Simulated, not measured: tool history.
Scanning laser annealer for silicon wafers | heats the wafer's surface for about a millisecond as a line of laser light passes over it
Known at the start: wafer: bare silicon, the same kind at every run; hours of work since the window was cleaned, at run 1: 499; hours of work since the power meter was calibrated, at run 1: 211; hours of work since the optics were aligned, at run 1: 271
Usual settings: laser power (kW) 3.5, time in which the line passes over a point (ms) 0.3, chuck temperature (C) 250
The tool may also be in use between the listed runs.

run	day	laser power (kW)	time in which the line passes over a point (ms)	chuck temperature (C)	hours of work since the window was cleaned	hours of work since the power meter was calibrated	hours of work since the optics were aligned	highest temperature of the surface (C)
1	0	3.5	0.3	250	499	211	271	1077
2	0.446	3.5	0.3	250	505	217	276	1076
3	0.929	3.5	0.317	250	511	223	283	1098
4	1.392	3.5	0.3	250	517	229	289	1070
5	2.088	3.5	0.3	250	526	238	298	1070
6	2.496	3.5	0.3	250	531	244	303	1070
7	3.054	3.5	0.3	250	539	251	310	1075
8	3.396	3.5	0.285	250	543	255	315	1047
9	3.754	3.5	0.3	274	548	260	319	1098
10	4.417	3.5	0.3	274	556	268	328	1096
11	4.979	3.5	0.3	250	564	276	335	1069
12	5.4	3.5	0.3	250	569	281	341	1070
13	5.85	3.5	0.3	250	575	287	346	1070
14	6.525	3.5	0.3	289	584	296	355	1105
15	7.067	3.5	0.3	289	591	303	362	1104
16	7.712	3.149	0.229	251	599	311	371	880
17	8.142	3.027	0.229	289	605	317	376	893
18	8.854	3.429	0.256	260	614	326	385	989
19	9.392	3.391	0.285	262	621	333	392	1029
20	9.933	3.079	0.251	262	628	340	399	907
21	10.542	3.773	0.3	250	636	348	407	1126
22	11.217	3.5	0.285	243	644	357	416	1032
23	11.671	3.5	0.248	250	650	362	422	977
24	12.258	3.5	0.248	250	658	370	430	979
25	12.962	3.03	0.356	250	667	379	439	1033
26	13.454	3.03	0.356	250	673	386	445	1030
27	13.992	3.632	0.236	250	680	393	452	983

The same runs without the tool's hidden state, with the same run-to-run variation:
The hidden state here: light that passes the window, % of a clean one's; laser's true power over the reading, %; width of the line over the set one, %; drift of the gauge itself on peak_c, C.
run	highest temperature of the surface (C)
1	1104
2	1103
3	1127
4	1098
5	1099
6	1099
7	1104
8	1076
9	1127
10	1126
11	1099
12	1101
13	1101
14	1137
15	1136
16	906
17	917
18	1019
19	1061
20	934
21	1164
22	1066
23	1009
24	1012
25	1069
26	1066
27	1017
